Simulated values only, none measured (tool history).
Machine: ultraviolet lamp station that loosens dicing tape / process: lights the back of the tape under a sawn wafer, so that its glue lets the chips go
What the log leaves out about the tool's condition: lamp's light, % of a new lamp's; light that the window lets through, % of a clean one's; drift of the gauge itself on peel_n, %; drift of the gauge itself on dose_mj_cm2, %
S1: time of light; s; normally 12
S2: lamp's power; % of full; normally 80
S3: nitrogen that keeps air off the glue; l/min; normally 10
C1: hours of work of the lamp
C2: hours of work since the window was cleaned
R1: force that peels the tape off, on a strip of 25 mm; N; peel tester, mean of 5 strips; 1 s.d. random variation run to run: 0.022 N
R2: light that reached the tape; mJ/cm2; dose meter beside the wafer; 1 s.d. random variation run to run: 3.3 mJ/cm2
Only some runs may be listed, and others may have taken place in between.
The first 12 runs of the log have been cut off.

run,hour,S1,S2,S3,C1,C2,R1,R2
13,564.7,12,80,10,483,223,1.497,452
14,624.3,12,80,10,525,264,1.561,447
15,663.7,12,75,10,552,291,1.739,413
16,709.9,12,80,3,584,324,2.602,434
17,774.3,12,80,3,629,368,2.652,427
18,822.8,12,88,10,662,402,1.522,465
19,897.3,12,80,10,714,453,1.838,418
20,964.3,12,80,10,760,500,1.846,411
21,1016.6,12,80,10,797,536,1.911,400

Expected results for the next run?
# hour 1050.4: window cleaned of glue's vapour
22,1055.7,17,68,8,823,4,?,?

For run 22 the tool returned R1 1.351 N, R2 512 mJ/cm2.
If the tool had no hidden condition, the same run with the same run-to-run variation would have returned R1 0.821 N, R2 647 mJ/cm2.
